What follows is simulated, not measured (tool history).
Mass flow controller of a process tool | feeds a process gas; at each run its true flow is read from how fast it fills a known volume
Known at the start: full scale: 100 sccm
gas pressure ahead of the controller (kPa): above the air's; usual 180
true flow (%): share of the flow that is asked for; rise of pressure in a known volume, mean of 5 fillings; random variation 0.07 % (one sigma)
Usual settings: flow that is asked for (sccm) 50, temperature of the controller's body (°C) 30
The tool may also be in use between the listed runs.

run	hour	flow that is asked for (sccm)	gas pressure ahead of the controller (kPa)	temperature of the controller's body (°C)	true flow (%)
1	0.0	50	180	30	99.74
2	247.6	50	180	30	99.78
3	556.5	50	221	30	99.64
4	783.4	50	180	23	100.23
5	980.9	50	180	23	100.35
6	1298.5	50	180	23	100.38
7	1503.6	50	180	23	100.43
8	1712.5	50	180	23	100.53
9	2085.1	50	180	23	100.66
10	2280.5	50	180	23	100.49
11	2598.5	50	180	23	100.47
12	3001.8	50	180	31	100.02
13	3199.1	50	180	35	100.00
14	3553.3	50	180	35	99.95
15	3867.9	50	180	35	100.01
16	4191.4	50	180	35	100.06
17	4495.7	13	228	26	94.29
18	4859.9	13	228	26	94.27
19	5284.2	62	245	30	100.86
20	5624.7	62	245	22	101.20

Forecast run 21:
21	5813.8	62	245	22	?

true flow (%): 101.34
Without the tool's hidden state the same run would have given true flow (%) 99.06.

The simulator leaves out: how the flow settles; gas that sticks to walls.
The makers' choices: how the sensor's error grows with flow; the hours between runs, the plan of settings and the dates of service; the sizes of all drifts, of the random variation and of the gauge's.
